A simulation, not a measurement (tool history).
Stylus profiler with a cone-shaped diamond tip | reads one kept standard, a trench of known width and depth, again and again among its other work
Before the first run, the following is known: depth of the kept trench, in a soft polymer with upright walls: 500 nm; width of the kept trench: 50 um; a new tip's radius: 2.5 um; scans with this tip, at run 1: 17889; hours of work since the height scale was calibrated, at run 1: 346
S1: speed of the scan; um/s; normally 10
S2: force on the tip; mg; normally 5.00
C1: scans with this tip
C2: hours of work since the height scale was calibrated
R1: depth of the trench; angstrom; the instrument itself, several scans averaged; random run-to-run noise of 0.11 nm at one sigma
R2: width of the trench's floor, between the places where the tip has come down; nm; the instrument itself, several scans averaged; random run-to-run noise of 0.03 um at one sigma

run 1 hour=0.0 | S1=10 S2=5.00 | C1=17889 C2=346 | R1=5085.0 R2=46930
run 2 hour=68.7 | S1=20 S2=5.00 | C1=18270 C2=398 | R1=5085.0 R2=46920
run 3 hour=146.7 | S1=20 S2=5.00 | C1=18702 C2=455 | R1=5088.3 R2=46950
run 4 hour=236.4 | S1=10 S2=5.00 | C1=19199 C2=522 | R1=5087.3 R2=46960
run 5 hour=304.5 | S1=10 S2=1.72 | C1=19577 C2=573 | R1=5043.2 R2=46950
run 6 hour=384.5 | S1=26 S2=3.33 | C1=20020 C2=632 | R1=5065.1 R2=46890
run 7 hour=430.0 | S1=3 S2=5.00 | C1=20272 C2=666 | R1=5087.5 R2=47020
run 8 hour=483.9 | S1=10 S2=2.27 | C1=20571 C2=706 | R1=5052.4 R2=46960
run 9 hour=557.2 | S1=3 S2=5.02 | C1=20977 C2=760 | R1=5085.9 R2=46980
run 10 hour=640.9 | S1=27 S2=3.27 | C1=21441 C2=822 | R1=5064.7 R2=46900

Each row is a separate what-if for the run after 10, all from the same tool condition, not one after another. Results?
run A hour=687.1 | S1=10 S2=2.22 | C1=21697 C2=857 | R1=? R2=?
run B hour=687.1 | S1=11 S2=14.05 | C1=21697 C2=857 | R1=? R2=?
run C hour=687.1 | S1=24 S2=3.71 | C1=21697 C2=857 | R1=? R2=?
run D hour=687.1 | S1=11 S2=3.27 | C1=21697 C2=857 | R1=? R2=?

run=A R1=5052.2 R2=47000
run=B R1=5173.3 R2=47000
run=C R1=5070.6 R2=46990
run=D R1=5064.3 R2=46960
Had the tool no hidden state, the same runs would have come out as:
run=A R1=5052.4 R2=47020
run=B R1=5173.4 R2=47020
run=C R1=5070.8 R2=47010
run=D R1=5064.5 R2=46990
